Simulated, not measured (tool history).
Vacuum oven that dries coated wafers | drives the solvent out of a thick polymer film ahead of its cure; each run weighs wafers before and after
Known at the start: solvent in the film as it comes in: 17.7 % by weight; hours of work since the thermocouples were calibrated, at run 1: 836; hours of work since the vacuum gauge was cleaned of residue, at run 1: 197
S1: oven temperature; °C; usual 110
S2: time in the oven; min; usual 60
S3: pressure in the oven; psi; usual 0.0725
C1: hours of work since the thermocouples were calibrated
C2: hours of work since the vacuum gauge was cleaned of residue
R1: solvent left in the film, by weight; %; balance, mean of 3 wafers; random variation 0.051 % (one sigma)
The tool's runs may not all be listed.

run  hour   S1  S2      S3   C1   C2    R1
  1   0.0  110  60  0.0725  836  197  0.70
  2  12.2  117  60  0.0725  842  203  0.25
  3  20.2  117  60  0.0725  846  207  0.33
  4  30.9  117  60  0.0725  852  213  0.38
     33.0  -- vacuum gauge cleaned of residue and calibrated
  5  44.3  117  60  0.0725  857    6  0.39
  6  56.1  117  72  0.0489  863   12  0.21
  7  64.1  118  86  0.0650  867   16  0.33
  8  74.3  119  53  0.2055  873   21  0.62
  9  80.3   97  52  0.1640  876   24  3.80

Forecast run 10:
 10  88.9  116  48  0.0725  880  28   ?

R1: 0.52 %
Without the tool's hidden state the same run would have given R1 0.55 %.
